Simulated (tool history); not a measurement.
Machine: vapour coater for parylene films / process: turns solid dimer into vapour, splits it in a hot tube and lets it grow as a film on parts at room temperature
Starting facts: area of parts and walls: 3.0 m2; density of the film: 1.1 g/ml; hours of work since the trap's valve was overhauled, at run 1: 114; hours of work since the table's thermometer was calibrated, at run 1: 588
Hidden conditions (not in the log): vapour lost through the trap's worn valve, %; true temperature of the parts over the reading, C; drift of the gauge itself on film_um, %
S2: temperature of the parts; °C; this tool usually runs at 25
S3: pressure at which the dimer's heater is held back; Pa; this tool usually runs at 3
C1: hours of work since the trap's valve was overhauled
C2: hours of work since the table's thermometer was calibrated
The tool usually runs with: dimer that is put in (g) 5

{"run": 1, "day": 0.0, "dimer that is put in (g)": 5, "S2": 25, "S3": 3, "C1": 114, "C2": 588, "thickness of the film (nm)": 761}
{"run": 2, "day": 1.542, "dimer that is put in (g)": 5, "S2": 30, "S3": 3, "C1": 134, "C2": 607, "thickness of the film (nm)": 639}
{"run": 3, "day": 2.288, "dimer that is put in (g)": 5, "S2": 30, "S3": 3, "C1": 143, "C2": 617, "thickness of the film (nm)": 642}
{"run": 4, "day": 3.554, "dimer that is put in (g)": 5, "S2": 25, "S3": 3, "C1": 159, "C2": 632, "thickness of the film (nm)": 741}
{"run": 5, "day": 4.762, "dimer that is put in (g)": 5, "S2": 29, "S3": 3, "C1": 174, "C2": 647, "thickness of the film (nm)": 647}
{"run": 6, "day": 5.546, "dimer that is put in (g)": 5, "S2": 29, "S3": 3, "C1": 183, "C2": 657, "thickness of the film (nm)": 644}
{"run": 7, "day": 6.788, "dimer that is put in (g)": 5, "S2": 25, "S3": 3, "C1": 199, "C2": 673, "thickness of the film (nm)": 742}
{"run": 8, "day": 8.238, "dimer that is put in (g)": 5, "S2": 25, "S3": 3, "C1": 217, "C2": 691, "thickness of the film (nm)": 734}
{"run": 9, "day": 9.017, "dimer that is put in (g)": 3, "S2": 25, "S3": 3, "C1": 227, "C2": 700, "thickness of the film (nm)": 444}
{"run": 10, "day": 9.812, "dimer that is put in (g)": 5, "S2": 25, "S3": 3, "C1": 236, "C2": 710, "thickness of the film (nm)": 738}
{"day": 10.638, "done": "trap's valve overhauled"}
{"run": 11, "day": 11.454, "dimer that is put in (g)": 5, "S2": 25, "S3": 3, "C1": 10, "C2": 729, "thickness of the film (nm)": 775}
{"run": 12, "day": 12.921, "dimer that is put in (g)": 5, "S2": 22, "S3": 3, "C1": 28, "C2": 747, "thickness of the film (nm)": 866}
{"run": 13, "day": 13.583, "dimer that is put in (g)": 5, "S2": 22, "S3": 3, "C1": 37, "C2": 755, "thickness of the film (nm)": 859}
{"run": 14, "day": 14.896, "dimer that is put in (g)": 5, "S2": 22, "S3": 3, "C1": 53, "C2": 771, "thickness of the film (nm)": 865}
{"run": 15, "day": 15.929, "dimer that is put in (g)": 5, "S2": 22, "S3": 3, "C1": 66, "C2": 784, "thickness of the film (nm)": 843}
{"run": 16, "day": 17.017, "dimer that is put in (g)": 5, "S2": 25, "S3": 3, "C1": 79, "C2": 798, "thickness of the film (nm)": 766}
{"run": 17, "day": 17.704, "dimer that is put in (g)": 5, "S2": 25, "S3": 3, "C1": 88, "C2": 806, "thickness of the film (nm)": 768}
{"run": 18, "day": 18.517, "dimer that is put in (g)": 5, "S2": 37, "S3": 3, "C1": 98, "C2": 816, "thickness of the film (nm)": 522}
{"run": 19, "day": 19.604, "dimer that is put in (g)": 5, "S2": 37, "S3": 3, "C1": 112, "C2": 830, "thickness of the film (nm)": 504}
{"run": 20, "day": 20.883, "dimer that is put in (g)": 5, "S2": 25, "S3": 3, "C1": 127, "C2": 846, "thickness of the film (nm)": 756}
{"run": 21, "day": 21.858, "dimer that is put in (g)": 5, "S2": 25, "S3": 3, "C1": 140, "C2": 858, "thickness of the film (nm)": 749}
{"run": 22, "day": 22.946, "dimer that is put in (g)": 5, "S2": 25, "S3": 3, "C1": 153, "C2": 871, "thickness of the film (nm)": 761}
{"run": 23, "day": 23.617, "dimer that is put in (g)": 5, "S2": 25, "S3": 3, "C1": 161, "C2": 880, "thickness of the film (nm)": 760}
{"run": 24, "day": 24.875, "dimer that is put in (g)": 5, "S2": 25, "S3": 3, "C1": 177, "C2": 895, "thickness of the film (nm)": 743}
{"run": 25, "day": 25.788, "dimer that is put in (g)": 3, "S2": 21, "S3": 2.72, "C1": 188, "C2": 907, "thickness of the film (nm)": 519}
{"run": 26, "day": 26.425, "dimer that is put in (g)": 3, "S2": 21, "S3": 2.72, "C1": 196, "C2": 915, "thickness of the film (nm)": 519}
{"run": 27, "day": 27.658, "dimer that is put in (g)": 3, "S2": 21, "S3": 2.72, "C1": 212, "C2": 930, "thickness of the film (nm)": 516}
{"run": 28, "day": 28.642, "dimer that is put in (g)": 3, "S2": 25, "S3": 8.94, "C1": 224, "C2": 942, "thickness of the film (nm)": 401}
{"run": 29, "day": 30.112, "dimer that is put in (g)": 3, "S2": 25, "S3": 8.94, "C1": 242, "C2": 961, "thickness of the film (nm)": 399}
{"day": 30.475, "done": "trap's valve overhauled"}
{"run": 30, "day": 31.279, "dimer that is put in (g)": 3, "S2": 25, "S3": 8.94, "C1": 10, "C2": 973, "thickness of the film (nm)": 431}
{"run": 31, "day": 32.388, "dimer that is put in (g)": 3, "S2": 18, "S3": 3, "C1": 24, "C2": 987, "thickness of the film (nm)": 589}
{"run": 32, "day": 33.812, "dimer that is put in (g)": 3, "S2": 18, "S3": 3, "C1": 41, "C2": 1005, "thickness of the film (nm)": 590}
{"run": 33, "day": 34.633, "dimer that is put in (g)": 3, "S2": 18, "S3": 3, "C1": 52, "C2": 1015, "thickness of the film (nm)": 584}
{"run": 34, "day": 36.154, "dimer that is put in (g)": 9, "S2": 25, "S3": 4.73, "C1": 71, "C2": 1034, "thickness of the film (nm)": 1355}
{"run": 35, "day": 37.275, "dimer that is put in (g)": 3, "S2": 28, "S3": 4.15, "C1": 85, "C2": 1048, "thickness of the film (nm)": 413}
{"run": 36, "day": 38.738, "dimer that is put in (g)": 5, "S2": 28, "S3": 2.52, "C1": 103, "C2": 1066, "thickness of the film (nm)": 698}
{"run": 37, "day": 39.471, "dimer that is put in (g)": 5, "S2": 28, "S3": 2.52, "C1": 112, "C2": 1075, "thickness of the film (nm)": 700}
{"run": 38, "day": 40.754, "dimer that is put in (g)": 5, "S2": 28, "S3": 2.52, "C1": 128, "C2": 1091, "thickness of the film (nm)": 705}
{"run": 39, "day": 42.162, "dimer that is put in (g)": 5, "S2": 21, "S3": 5.37, "C1": 145, "C2": 1108, "thickness of the film (nm)": 816}
{"run": 40, "day": 43.154, "dimer that is put in (g)": 5, "S2": 21, "S3": 5.37, "C1": 158, "C2": 1121, "thickness of the film (nm)": 821}
{"run": 41, "day": 44.121, "dimer that is put in (g)": 2, "S2": 33, "S3": 2.26, "C1": 170, "C2": 1133, "thickness of the film (nm)": 229}
{"run": 42, "day": 45.304, "dimer that is put in (g)": 5, "S2": 25, "S3": 4.27, "C1": 184, "C2": 1147, "thickness of the film (nm)": 734}
{"run": 43, "day": 46.033, "dimer that is put in (g)": 5, "S2": 25, "S3": 4.27, "C1": 193, "C2": 1157, "thickness of the film (nm)": 724}
{"run": 44, "day": 47.433, "dimer that is put in (g)": 2, "S2": 25, "S3": 5.3, "C1": 211, "C2": 1174, "thickness of the film (nm)": 282}
{"run": 45, "day": 48.75, "dimer that is put in (g)": 2, "S2": 32, "S3": 6.82, "C1": 227, "C2": 1190, "thickness of the film (nm)": 217}
{"run": 46, "day": 49.542, "dimer that is put in (g)": 2, "S2": 32, "S3": 6.82, "C1": 237, "C2": 1200, "thickness of the film (nm)": 216}
{"day": 50.233, "done": "trap's valve overhauled"}
{"run": 47, "day": 51.292, "dimer that is put in (g)": 3, "S2": 19, "S3": 4.28, "C1": 13, "C2": 1220, "thickness of the film (nm)": 577}
{"run": 48, "day": 52.479, "dimer that is put in (g)": 4, "S2": 25, "S3": 2.62, "C1": 28, "C2": 1235, "thickness of the film (nm)": 634}

3 ways to go on from here, each from the tool as it stands after run 48. What would each give?
{"run": "A", "day": 53.971, "dimer that is put in (g)": 5, "S2": 21, "S3": 3, "C1": 47, "C2": 1253, "thickness of the film (nm)": "?"}
{"run": "B", "day": 53.971, "dimer that is put in (g)": 4, "S2": 22, "S3": 9.02, "C1": 47, "C2": 1253, "thickness of the film (nm)": "?"}
{"run": "C", "day": 53.971, "dimer that is put in (g)": 8, "S2": 20, "S3": 4.96, "C1": 47, "C2": 1253, "thickness of the film (nm)": "?"}

run=A thickness_of_the_film_(nm)=900
run=B thickness_of_the_film_(nm)=651
run=C thickness_of_the_film_(nm)=1421
Without the tool's unlogged condition, the same runs would have read:
run=A thickness_of_the_film_(nm)=890
run=B thickness_of_the_film_(nm)=645
run=C thickness_of_the_film_(nm)=1406

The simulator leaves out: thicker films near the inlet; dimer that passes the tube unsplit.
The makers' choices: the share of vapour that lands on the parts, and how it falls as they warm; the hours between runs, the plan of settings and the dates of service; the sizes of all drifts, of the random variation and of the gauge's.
